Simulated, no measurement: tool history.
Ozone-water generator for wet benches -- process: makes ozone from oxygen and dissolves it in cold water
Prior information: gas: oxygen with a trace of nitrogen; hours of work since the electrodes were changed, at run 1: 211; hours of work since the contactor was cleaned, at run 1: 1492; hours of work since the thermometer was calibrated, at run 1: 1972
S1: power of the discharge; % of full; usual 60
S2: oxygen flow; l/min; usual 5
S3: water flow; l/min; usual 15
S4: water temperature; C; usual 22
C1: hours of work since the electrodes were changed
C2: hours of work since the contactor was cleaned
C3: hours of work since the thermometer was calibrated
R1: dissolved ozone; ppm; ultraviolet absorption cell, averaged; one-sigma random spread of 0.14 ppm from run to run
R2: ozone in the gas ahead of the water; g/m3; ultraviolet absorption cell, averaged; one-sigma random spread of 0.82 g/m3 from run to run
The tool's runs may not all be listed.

run 1 hour=0 | S1=60 S2=5 S3=15 S4=22 | C1=211 C2=1492 C3=1972 | R1=16.1 R2=128.3
run 2 hour=69.8 | S1=60 S2=5 S3=15 S4=22 | C1=278 C2=1558 C3=2039 | R1=15.9 R2=129.5
run 3 hour=120.7 | S1=47 S2=5 S3=15 S4=22 | C1=326 C2=1607 C3=2088 | R1=13 R2=107.9
run 4 hour=197.8 | S1=60 S2=5 S3=15 S4=22 | C1=400 C2=1681 C3=2161 | R1=16 R2=128
run 5 hour=289.2 | S1=60 S2=5 S3=15 S4=22 | C1=487 C2=1768 C3=2249 | R1=16.1 R2=128.9
run 6 hour=368 | S1=60 S2=5 S3=15 S4=19 | C1=563 C2=1843 C3=2324 | R1=17 R2=131.2
run 7 hour=423.7 | S1=60 S2=5 S3=15 S4=22 | C1=616 C2=1897 C3=2377 | R1=16 R2=130.1
run 8 hour=523.3 | S1=60 S2=5 S3=15 S4=22 | C1=711 C2=1992 C3=2472 | R1=16 R2=128.8
run 9 hour=643.4 | S1=60 S2=5 S3=15 S4=22 | C1=826 C2=2107 C3=2587 | R1=15.7 R2=128.8
run 10 hour=696.2 | S1=60 S2=5 S3=15 S4=22 | C1=876 C2=2157 C3=2638 | R1=16 R2=129
-- hour=803.7 contactor cleaned
run 11 hour=815.2 | S1=60 S2=5 S3=15 S4=22 | C1=986 C2=11 C3=2747 | R1=15.9 R2=129.8
run 12 hour=910.8 | S1=60 S2=5 S3=15 S4=22 | C1=1077 C2=102 C3=2839 | R1=15.9 R2=129.9
run 13 hour=968.6 | S1=99 S2=5 S3=15 S4=22 | C1=1133 C2=158 C3=2894 | R1=23.3 R2=190.4
run 14 hour=1079 | S1=99 S2=5 S3=15 S4=22 | C1=1238 C2=263 C3=3000 | R1=23.4 R2=189.4
run 15 hour=1191.6 | S1=99 S2=5 S3=15 S4=22 | C1=1346 C2=371 C3=3107 | R1=23.3 R2=190.5
run 16 hour=1250.3 | S1=60 S2=7.42 S3=13 S4=21 | C1=1402 C2=427 C3=3163 | R1=17.5 R2=108
run 17 hour=1344.6 | S1=89 S2=5 S3=23 S4=22 | C1=1492 C2=517 C3=3253 | R1=15.4 R2=176
run 18 hour=1456.6 | S1=85 S2=2.96 S3=10 S4=26 | C1=1599 C2=624 C3=3360 | R1=25.6 R2=216.1
run 19 hour=1574.2 | S1=60 S2=4.73 S3=15 S4=22 | C1=1712 C2=736 C3=3473 | R1=15.9 R2=131.7
run 20 hour=1632.1 | S1=60 S2=4.73 S3=15 S4=22 | C1=1767 C2=792 C3=3528 | R1=15.9 R2=132.8
run 21 hour=1696.5 | S1=60 S2=4.73 S3=15 S4=22 | C1=1828 C2=853 C3=3590 | R1=15.9 R2=132.7
run 22 hour=1821.5 | S1=65 S2=3.94 S3=11 S4=14 | C1=1948 C2=973 C3=3709 | R1=23.9 R2=153.6
run 23 hour=1906.8 | S1=65 S2=3.94 S3=11 S4=14 | C1=2029 C2=1054 C3=3791 | R1=24.1 R2=152.4
run 24 hour=2023.7 | S1=60 S2=2.89 S3=12 S4=17 | C1=2141 C2=1166 C3=3902 | R1=19.9 R2=168.2
run 25 hour=2120.3 | S1=60 S2=5 S3=9 S4=16 | C1=2233 C2=1258 C3=3995 | R1=24.7 R2=130.5

Take each entry between the runs: how does the hidden state at the last listed run before it differ from the hidden state at the first listed run after it?
Between runs 10 and 11: contactor cleaned (hour 803.7)
  the hidden state is the same at both runs
